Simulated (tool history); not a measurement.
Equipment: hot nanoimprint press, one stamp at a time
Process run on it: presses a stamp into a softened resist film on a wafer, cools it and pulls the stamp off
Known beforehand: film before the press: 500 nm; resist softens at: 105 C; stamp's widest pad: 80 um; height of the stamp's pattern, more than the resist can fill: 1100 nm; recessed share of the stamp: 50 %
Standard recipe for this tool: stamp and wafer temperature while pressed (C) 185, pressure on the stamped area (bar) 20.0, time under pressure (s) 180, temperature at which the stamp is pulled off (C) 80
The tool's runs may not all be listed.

run    day  stamp and wafer temperature while pressed (C)  pressure on the stamped area (bar)  time under pressure (s)  temperature at which the stamp is pulled off (C)  resist left under the stamp's widest pad (angstrom)  greatest force while the stamp is pulled off (N)
  1  0.000                                            185                                20.0                      180                                                80                                                 2941                                               167
  2  0.308                                            185                                20.0                      180                                                80                                                 2944                                               167
  3  0.933                                            185                                20.0                      180                                                80                                                 2941                                               175
  4  1.521                                            185                                20.0                      180                                                80                                                 2944                                               178
  5  1.812                                            185                                20.0                      180                                                80                                                 2938                                               176
  6  2.329                                            185                                20.0                      180                                                80                                                 2944                                               180
     2.771  -- plate thermocouple calibrated
  7  2.867                                            185                                20.0                      180                                                80                                                 2897                                               174
  8  3.229                                            185                                20.0                      180                                                80                                                 2895                                               183
  9  3.621                                            185                                20.0                      180                                                80                                                 2889                                               180
 10  3.983                                            185                                20.0                      180                                                80                                                 2891                                               179
 11  4.442                                            192                                20.0                      271                                                80                                                 2164                                               182
 12  4.862                                            180                                17.7                      121                                                80                                                 3692                                               185
 13  5.404                                            180                                17.7                      121                                                80                                                 3694                                               181
 14  5.783                                            180                                17.7                      354                                                72                                                 2800                                               204
     6.150  -- plate thermocouple calibrated, once more
 15  6.292                                            183                                20.0                      180                                                75                                                 3130                                               200
 16  6.708                                            183                                26.7                      277                                                81                                                 2395                                               192
 17  7.233                                            185                                29.5                      113                                                80                                                 2901                                               200
 18  7.717                                            185                                29.5                      113                                                80                                                 2886                                               202
 19  8.054                                            185                                21.8                      152                                                80                                                 3028                                               200

5 options for the next run, each taken on its own from the tool as it stands now. Forecast them:
  A  8.421                                            176                                13.1                      152                                                80                                                    ?                                                 ?
  B  8.421                                            195                                22.7                      160                                                80                                                    ?                                                 ?
  C  8.421                                            185                                20.0                      173                                                69                                                    ?                                                 ?
  D  8.421                                            190                                20.0                      192                                                80                                                    ?                                                 ?
  E  8.421                                            185                                13.5                      107                                                77                                                    ?                                                 ?

run  resist left under the stamp's widest pad (angstrom)  greatest force while the stamp is pulled off (N)
  A                                                 4189                                               195
  B                                                 2346                                               195
  C                                                 3034                                               222
  D                                                 2635                                               195
  E                                                 3914                                               211
The same runs, with their run-to-run variation unchanged, on a tool lacking any hidden condition would have given:
run  resist left under the stamp's widest pad (angstrom)  greatest force while the stamp is pulled off (N)
  A                                                 4187                                               164
  B                                                 2335                                               164
  C                                                 3024                                               187
  D                                                 2625                                               164
  E                                                 3911                                               178
